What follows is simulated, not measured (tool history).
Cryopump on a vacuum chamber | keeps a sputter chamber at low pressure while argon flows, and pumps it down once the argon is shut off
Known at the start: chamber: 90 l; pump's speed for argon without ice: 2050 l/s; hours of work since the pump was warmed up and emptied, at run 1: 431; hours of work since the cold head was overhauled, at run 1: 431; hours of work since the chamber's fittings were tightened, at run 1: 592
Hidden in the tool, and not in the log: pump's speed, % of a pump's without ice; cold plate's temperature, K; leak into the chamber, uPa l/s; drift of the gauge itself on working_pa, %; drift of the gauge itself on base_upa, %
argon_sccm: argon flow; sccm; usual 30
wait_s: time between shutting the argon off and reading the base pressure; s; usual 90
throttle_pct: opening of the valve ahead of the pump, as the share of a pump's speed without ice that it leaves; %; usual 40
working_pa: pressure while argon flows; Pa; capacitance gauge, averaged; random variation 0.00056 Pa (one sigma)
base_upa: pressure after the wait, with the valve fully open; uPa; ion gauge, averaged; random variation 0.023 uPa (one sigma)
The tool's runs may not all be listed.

run     day  argon_sccm  wait_s  throttle_pct  hours of work since the pump was warmed up and emptied  hours of work since the cold head was overhauled  hours of work since the chamber's fittings were tightened  working_pa  base_upa
  1   0.000          30      90            40                                                     431                                               431                                                        592      0.0651      1.15
  2   0.750          30      90            40                                                     438                                               438                                                        600      0.0653      1.18
  3   1.725          30      90            40                                                     449                                               449                                                        610      0.0644      1.16
  4   2.492          15      90            40                                                     456                                               456                                                        618      0.0326      1.20
  5   3.238          15      90            40                                                     464                                               464                                                        625      0.0331      1.15
  6   4.517          30     109            40                                                     477                                               477                                                        638      0.0664      1.12
  7   5.267          30     109            40                                                     485                                               485                                                        646      0.0664      1.07
  8   6.579          30     109            40                                                     498                                               498                                                        660      0.0668      1.10
  9   7.583          30     109            40                                                     509                                               509                                                        670      0.0654      1.10
 10   8.329          30     109            40                                                     516                                               516                                                        678      0.0659      1.14
 11   9.479          30     171            40                                                     528                                               528                                                        689      0.0665      0.99
 12  10.188          30     171            40                                                     535                                               535                                                        697      0.0661      0.94
 13  11.067          20     263            26                                                     544                                               544                                                        706      0.0670      0.88
 14  11.975          30      29            59                                                     554                                               554                                                        715      0.0454      2.50

The next listed run, before its measurement:
 15  13.538          30      29            59                                                     570                                               570                                                        731           ?         ?

Run 15 gave working_pa 0.0470 Pa, base_upa 2.48 uPa.
Without the tool's hidden state the same run would have given working_pa 0.0424 Pa, base_upa 1.93 uPa.
